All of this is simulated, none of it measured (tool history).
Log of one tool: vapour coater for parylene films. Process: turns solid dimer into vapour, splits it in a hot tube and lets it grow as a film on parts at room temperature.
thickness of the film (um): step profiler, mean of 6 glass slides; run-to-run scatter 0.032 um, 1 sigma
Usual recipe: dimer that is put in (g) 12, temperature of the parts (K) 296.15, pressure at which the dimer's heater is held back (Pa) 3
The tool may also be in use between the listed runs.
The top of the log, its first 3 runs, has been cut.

| run | hour | dimer that is put in (g) | temperature of the parts (K) | pressure at which the dimer's heater is held back (Pa) | hours of work since the trap's valve was overhauled | hours of work since the table's thermometer was calibrated | thickness of the film (um) |
|---|---|---|---|---|---|---|---|
| 4 | 69.3 | 6 | 298.15 | 3 | 202 | 233 | 1.32 |
| 5 | 93.4 | 12 | 296.15 | 3 | 214 | 246 | 2.69 |
| 6 | 118.8 | 12 | 296.15 | 3 | 228 | 259 | 2.72 |
|  | 133.4 | trap's valve overhauled |
| 7 | 154.2 | 12 | 296.15 | 3 | 11 | 275 | 3.04 |
| 8 | 182.9 | 12 | 296.15 | 3 | 26 | 290 | 3.05 |
| 9 | 206.2 | 12 | 296.15 | 3 | 38 | 302 | 3 |
| 10 | 229.4 | 16 | 296.15 | 3 | 50 | 314 | 3.9 |
| 11 | 250.6 | 12 | 296.15 | 3 | 61 | 325 | 3.03 |
| 12 | 270.3 | 12 | 303.15 | 3 | 71 | 336 | 2.22 |
| 13 | 288.4 | 12 | 303.15 | 3 | 80 | 345 | 2.15 |
| 14 | 311.1 | 12 | 303.15 | 3 | 92 | 357 | 2.16 |
| 15 | 341.4 | 12 | 303.15 | 3 | 108 | 372 | 2.19 |
| 16 | 368.2 | 12 | 303.15 | 3 | 122 | 386 | 2.15 |
| 17 | 392.3 | 12 | 303.15 | 3 | 134 | 399 | 2.15 |
| 18 | 411.7 | 12 | 296.15 | 3.19 | 144 | 409 | 2.78 |
| 19 | 430 | 12 | 296.15 | 3.19 | 154 | 418 | 2.76 |
| 20 | 458.6 | 12 | 296.15 | 3.19 | 169 | 433 | 2.74 |
| 21 | 490.5 | 12 | 296.15 | 3 | 185 | 450 | 2.72 |
| 22 | 508.7 | 12 | 296.15 | 2.51 | 195 | 459 | 2.77 |
| 23 | 542.2 | 12 | 296.15 | 6.07 | 212 | 477 | 2.49 |
| 24 | 570.9 | 12 | 296.15 | 6.07 | 227 | 492 | 2.45 |
|  | 587.2 | trap's valve overhauled |
| 25 | 595.2 | 19 | 296.15 | 2.93 | 4 | 502 | 4.81 |
|  | 598.7 | table's thermometer calibrated |
| 26 | 614.6 | 9 | 296.15 | 6.72 | 14 | 8 | 2.01 |

Predict the results of run 27:
| 27 | 635.4 | 9 | 296.15 | 6.72 | 25 | 19 | ? |

Run 27 gave thickness of the film (um) 2.06.
Minus the tool's unlogged condition, the same run would have read thickness of the film (um) 2.12.

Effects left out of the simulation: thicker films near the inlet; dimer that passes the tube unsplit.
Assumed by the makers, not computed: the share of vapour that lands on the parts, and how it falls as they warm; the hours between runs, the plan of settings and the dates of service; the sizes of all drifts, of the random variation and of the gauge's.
